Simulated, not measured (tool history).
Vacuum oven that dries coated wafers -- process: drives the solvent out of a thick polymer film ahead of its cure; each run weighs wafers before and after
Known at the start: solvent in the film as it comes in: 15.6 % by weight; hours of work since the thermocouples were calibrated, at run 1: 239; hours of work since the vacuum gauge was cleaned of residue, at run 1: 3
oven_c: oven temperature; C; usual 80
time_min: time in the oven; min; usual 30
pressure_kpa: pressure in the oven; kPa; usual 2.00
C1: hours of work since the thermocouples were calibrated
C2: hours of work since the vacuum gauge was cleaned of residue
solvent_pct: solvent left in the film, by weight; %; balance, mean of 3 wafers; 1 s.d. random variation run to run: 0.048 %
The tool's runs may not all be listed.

{"run": 1, "day": 0.0, "oven_c": 80, "time_min": 30, "pressure_kpa": 2.0, "C1": 239, "C2": 3, "solvent_pct": 2.51}
{"run": 2, "day": 0.429, "oven_c": 80, "time_min": 30, "pressure_kpa": 2.0, "C1": 246, "C2": 9, "solvent_pct": 2.55}
{"run": 3, "day": 0.883, "oven_c": 80, "time_min": 30, "pressure_kpa": 2.0, "C1": 252, "C2": 16, "solvent_pct": 2.52}
{"run": 4, "day": 1.421, "oven_c": 80, "time_min": 30, "pressure_kpa": 2.0, "C1": 260, "C2": 23, "solvent_pct": 2.5}
{"run": 5, "day": 2.021, "oven_c": 75, "time_min": 30, "pressure_kpa": 2.0, "C1": 269, "C2": 32, "solvent_pct": 3.67}
{"run": 6, "day": 2.283, "oven_c": 80, "time_min": 20, "pressure_kpa": 2.0, "C1": 273, "C2": 36, "solvent_pct": 3.63}
{"run": 7, "day": 2.625, "oven_c": 80, "time_min": 30, "pressure_kpa": 2.0, "C1": 278, "C2": 41, "solvent_pct": 2.49}
{"run": 8, "day": 3.142, "oven_c": 80, "time_min": 30, "pressure_kpa": 2.0, "C1": 285, "C2": 49, "solvent_pct": 2.52}
{"run": 9, "day": 3.517, "oven_c": 80, "time_min": 39, "pressure_kpa": 7.58, "C1": 291, "C2": 54, "solvent_pct": 6.69}
{"run": 10, "day": 4.038, "oven_c": 86, "time_min": 38, "pressure_kpa": 2.0, "C1": 298, "C2": 62, "solvent_pct": 1.41}
{"run": 11, "day": 4.504, "oven_c": 86, "time_min": 38, "pressure_kpa": 2.0, "C1": 305, "C2": 69, "solvent_pct": 1.41}
{"run": 12, "day": 5.079, "oven_c": 86, "time_min": 38, "pressure_kpa": 2.0, "C1": 314, "C2": 77, "solvent_pct": 1.49}
{"run": 13, "day": 5.492, "oven_c": 86, "time_min": 38, "pressure_kpa": 2.0, "C1": 320, "C2": 83, "solvent_pct": 1.47}

For run 14, what comes out?
{"run": 14, "day": 5.942, "oven_c": 85, "time_min": 45, "pressure_kpa": 1.55, "C1": 326, "C2": 90, "solvent_pct": "?"}

Run 14 came out at solvent_pct 1.16 %.
Without the tool's hidden state the same run would have given solvent_pct 1.18 %.

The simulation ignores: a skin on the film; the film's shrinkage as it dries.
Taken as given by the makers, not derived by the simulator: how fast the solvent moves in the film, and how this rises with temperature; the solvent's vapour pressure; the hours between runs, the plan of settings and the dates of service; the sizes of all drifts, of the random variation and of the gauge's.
